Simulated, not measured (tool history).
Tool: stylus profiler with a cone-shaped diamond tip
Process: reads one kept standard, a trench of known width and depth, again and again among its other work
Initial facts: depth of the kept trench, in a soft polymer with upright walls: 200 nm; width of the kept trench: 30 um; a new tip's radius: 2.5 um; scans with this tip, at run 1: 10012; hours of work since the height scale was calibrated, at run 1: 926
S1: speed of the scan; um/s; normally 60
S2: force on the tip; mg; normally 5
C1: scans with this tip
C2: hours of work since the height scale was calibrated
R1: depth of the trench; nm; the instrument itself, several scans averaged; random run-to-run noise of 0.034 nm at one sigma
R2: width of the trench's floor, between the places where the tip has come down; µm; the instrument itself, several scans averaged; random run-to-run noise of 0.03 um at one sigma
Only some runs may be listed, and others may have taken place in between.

| run | hour | S1 | S2 | C1 | C2 | R1 | R2 |
|---|---|---|---|---|---|---|---|
| 1 | 0 | 60 | 5 | 10012 | 926 | 201.79 | 27.74 |
| 2 | 20.9 | 60 | 5 | 10120 | 936 | 201.67 | 27.77 |
| 3 | 34.6 | 60 | 2.6 | 10191 | 942 | 201.11 | 27.66 |
| 4 | 49.8 | 60 | 7.08 | 10270 | 949 | 202.24 | 27.79 |
| 5 | 74.7 | 141 | 7.08 | 10398 | 961 | 202.23 | 27.44 |
| 6 | 103.7 | 141 | 7.08 | 10548 | 975 | 202.17 | 27.43 |
| 7 | 122.5 | 141 | 7.08 | 10646 | 984 | 202.2 | 27.43 |
| 8 | 144 | 60 | 5 | 10757 | 995 | 201.75 | 27.71 |
| 9 | 165.2 | 127 | 5 | 10867 | 1005 | 201.8 | 27.46 |
| 10 | 185.1 | 60 | 5 | 10970 | 1014 | 201.82 | 27.77 |
| 11 | 203.2 | 60 | 5 | 11063 | 1023 | 201.8 | 27.76 |
| 12 | 216.3 | 60 | 5 | 11131 | 1029 | 201.77 | 27.72 |
| 13 | 235.8 | 60 | 5 | 11232 | 1038 | 201.75 | 27.78 |
| 14 | 254.4 | 60 | 5 | 11328 | 1047 | 201.7 | 27.7 |
| 15 | 275.1 | 60 | 5 | 11436 | 1057 | 201.76 | 27.74 |
| 16 | 300.7 | 60 | 5 | 11568 | 1069 | 201.72 | 27.74 |
| 17 | 315.7 | 60 | 5 | 11646 | 1077 | 201.74 | 27.73 |
| 18 | 331 | 60 | 11.15 | 11725 | 1084 | 203.01 | 27.82 |
| 19 | 359.2 | 60 | 11.15 | 11871 | 1097 | 202.99 | 27.86 |
| 20 | 375.2 | 121 | 2.94 | 11954 | 1105 | 201.25 | 27.3 |
| 21 | 401.2 | 121 | 2.94 | 12088 | 1118 | 201.26 | 27.31 |
| 22 | 430.7 | 92 | 14.39 | 12241 | 1132 | 203.64 | 27.76 |
| 23 | 458.9 | 104 | 8.2 | 12387 | 1145 | 202.44 | 27.63 |
| 24 | 478.6 | 43 | 4.75 | 12489 | 1155 | 201.71 | 27.83 |
| 25 | 497.4 | 43 | 4.75 | 12586 | 1164 | 201.72 | 27.83 |
| 26 | 522.2 | 34 | 8.15 | 12714 | 1175 | 202.38 | 27.88 |
| 27 | 537.4 | 34 | 8.15 | 12793 | 1183 | 202.43 | 27.93 |
| 28 | 556 | 34 | 8.15 | 12890 | 1192 | 202.39 | 27.89 |
| 29 | 578 | 201 | 12.62 | 13003 | 1202 | 203.3 | 27.45 |
| 30 | 592.9 | 201 | 12.62 | 13080 | 1209 | 203.25 | 27.36 |
| 31 | 607.8 | 201 | 12.62 | 13157 | 1216 | 203.31 | 27.38 |
| 32 | 620.6 | 201 | 12.62 | 13224 | 1223 | 203.29 | 27.45 |
| 33 | 648.4 | 105 | 8.84 | 13368 | 1236 | 202.53 | 27.66 |
| 34 | 670.7 | 128 | 3.12 | 13483 | 1247 | 201.25 | 27.29 |
| 35 | 684.1 | 136 | 8.48 | 13553 | 1253 | 202.5 | 27.57 |
| 36 | 700.7 | 136 | 8.48 | 13638 | 1261 | 202.48 | 27.54 |
| 37 | 724 | 62 | 5 | 13759 | 1272 | 201.72 | 27.73 |
| 38 | 745.5 | 128 | 8.62 | 13870 | 1282 | 202.48 | 27.54 |

Predict each of these 3 candidate next runs independently; none follows another, all start after run 38:
| A | 772.1 | 33 | 11.65 | 14008 | 1295 | ? | ? |
| B | 772.1 | 28 | 5 | 14008 | 1295 | ? | ? |
| C | 772.1 | 167 | 9.85 | 14008 | 1295 | ? | ? |

| run | R1 | R2 |
|---|---|---|
| A | 203.1 | 27.88 |
| B | 201.79 | 27.87 |
| C | 202.84 | 27.45 |
Take away the tool's hidden state, keep each run's random variation, and the runs would have read:
| run | R1 | R2 |
|---|---|---|
| A | 203.11 | 27.91 |
| B | 201.8 | 27.9 |
| C | 202.85 | 27.47 |

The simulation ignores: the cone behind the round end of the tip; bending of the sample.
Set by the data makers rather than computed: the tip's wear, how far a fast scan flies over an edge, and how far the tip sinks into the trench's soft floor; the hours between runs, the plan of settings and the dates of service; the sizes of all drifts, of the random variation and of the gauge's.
